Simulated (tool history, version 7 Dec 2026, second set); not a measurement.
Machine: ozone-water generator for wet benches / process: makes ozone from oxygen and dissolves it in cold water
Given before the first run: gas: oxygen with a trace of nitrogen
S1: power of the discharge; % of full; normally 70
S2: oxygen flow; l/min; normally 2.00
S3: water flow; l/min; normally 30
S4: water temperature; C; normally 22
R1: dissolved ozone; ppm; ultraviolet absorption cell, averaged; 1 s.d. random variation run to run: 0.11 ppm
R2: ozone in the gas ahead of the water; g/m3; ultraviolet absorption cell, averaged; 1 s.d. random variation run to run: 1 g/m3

| run | hour | S1 | S2 | S3 | S4 | R1 | R2 |
|---|---|---|---|---|---|---|---|
| 1 | 0.0 | 70 | 2.00 | 30 | 22 | 7.1 | 176.4 |
| 2 | 97.3 | 70 | 2.00 | 30 | 22 | 7.1 | 176.5 |
| 3 | 206.2 | 70 | 2.30 | 30 | 22 | 7.2 | 163.7 |
| 4 | 304.8 | 46 | 2.30 | 30 | 22 | 5.1 | 111.3 |
| 5 | 380.7 | 46 | 2.30 | 30 | 22 | 5.0 | 112.8 |
| 6 | 490.5 | 46 | 2.30 | 30 | 22 | 5.2 | 113.8 |
| 7 | 551.5 | 70 | 2.00 | 30 | 23 | 6.8 | 175.2 |
|  | 560.5 | contactor cleaned |
| 8 | 632.6 | 70 | 2.00 | 30 | 23 | 6.9 | 173.0 |
| 9 | 687.2 | 70 | 2.00 | 30 | 15 | 7.3 | 171.8 |
|  | 748.1 | contactor cleaned, once more |
| 10 | 767.9 | 70 | 2.00 | 30 | 22 | 7.1 | 172.9 |
| 11 | 838.8 | 93 | 2.00 | 48 | 15 | 5.3 | 221.8 |
| 12 | 926.3 | 93 | 2.00 | 48 | 15 | 5.4 | 221.4 |
| 13 | 1023.2 | 93 | 2.00 | 48 | 15 | 5.1 | 221.3 |
| 14 | 1094.7 | 61 | 2.00 | 30 | 18 | 6.5 | 151.8 |
| 15 | 1159.0 | 94 | 2.01 | 43 | 18 | 6.0 | 221.5 |
| 16 | 1219.4 | 94 | 2.01 | 20 | 18 | 14.5 | 219.9 |
| 17 | 1310.0 | 44 | 1.36 | 20 | 18 | 6.5 | 136.4 |
| 18 | 1382.2 | 64 | 1.71 | 20 | 18 | 9.7 | 169.6 |
| 19 | 1474.7 | 90 | 2.22 | 26 | 19 | 11.0 | 202.3 |
| 20 | 1554.1 | 50 | 1.88 | 42 | 28 | 3.4 | 131.0 |

The same runs without the tool's hidden state, with the same run-to-run variation:
Hidden state present: yield of the discharge, % of new electrodes'; contactor's efficiency, % of a clean one's; true water temperature over the reading, C; drift of the gauge itself on ozone_ppm, %; drift of the gauge itself on gas_g_m3, %.
| run | R1 | R2 |
|---|---|---|
| 1 | 7.5 | 182.4 |
| 2 | 7.5 | 182.8 |
| 3 | 7.7 | 169.9 |
| 4 | 5.3 | 114.1 |
| 5 | 5.2 | 115.6 |
| 6 | 5.4 | 116.9 |
| 7 | 7.3 | 183.0 |
| 8 | 7.4 | 180.8 |
| 9 | 7.9 | 179.8 |
| 10 | 7.5 | 181.2 |
| 11 | 5.6 | 235.6 |
| 12 | 5.8 | 235.7 |
| 13 | 5.5 | 236.1 |
| 14 | 6.8 | 159.0 |
| 15 | 6.4 | 237.2 |
| 16 | 15.6 | 235.9 |
| 17 | 6.7 | 141.1 |
| 18 | 10.2 | 179.0 |
| 19 | 11.8 | 217.7 |
| 20 | 3.6 | 136.8 |

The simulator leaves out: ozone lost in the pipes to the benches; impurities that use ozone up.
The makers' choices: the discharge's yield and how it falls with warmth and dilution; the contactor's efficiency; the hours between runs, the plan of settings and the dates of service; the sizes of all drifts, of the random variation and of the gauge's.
